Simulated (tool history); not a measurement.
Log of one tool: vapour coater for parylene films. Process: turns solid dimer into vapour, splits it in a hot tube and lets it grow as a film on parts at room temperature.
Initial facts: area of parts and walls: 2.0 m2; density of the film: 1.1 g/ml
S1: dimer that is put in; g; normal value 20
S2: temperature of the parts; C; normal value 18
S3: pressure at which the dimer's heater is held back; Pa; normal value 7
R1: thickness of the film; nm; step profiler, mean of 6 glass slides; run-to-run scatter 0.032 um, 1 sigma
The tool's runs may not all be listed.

run	hour	S1	S2	S3	R1
1	0	20	18	7	5760
2	52.2	20	18	7	5740
3	89.2	20	18	7	5730
4	140	20	18	7	5750
5	197.2	20	18	7	5720
6	231.9	20	18	7	5700
7	276.7	20	18	2.78	6820
8	321.1	20	25	7	4540
9	364.9	20	24	7	4620
10	405.3	16	18	7	4480
11	440.2	20	18	7	5590
12	501.9	20	18	4.39	6170
# hour 508.5: table's thermometer calibrated
13	559.4	20	18	4.39	6160
14	627.5	10	15	3.95	3420
# hour 634.3: table's thermometer calibrated, once more
# hour 660.7: trap's valve overhauled
15	672.1	17	14	7.4	5680
16	704.2	20	12	2.54	8820
17	760.6	13	18	3.69	4410
18	828.4	20	18	3.15	7040
19	879.6	20	18	3.15	7020
20	917.4	20	18	3.15	6990
21	969	24	28	4.01	5860
22	1030.7	24	26	4.01	6180
23	1087.1	24	26	4.01	6200
24	1139.1	15	26	4.98	3660
25	1203.7	27	15	7	8590

Predict each of these 4 candidate next runs independently; none follows another, all start after run 25:
A	1242.8	9	25	7	?
B	1242.8	20	18	7.68	?
C	1242.8	20	10	5.17	?
D	1242.8	10	14	7	?

run	R1
A	2080
B	5630
C	7820
D	3250
Stripped of hidden state, with their random variation kept, the same runs would have yielded:
run	R1
A	2180
B	5890
C	8180
D	3390
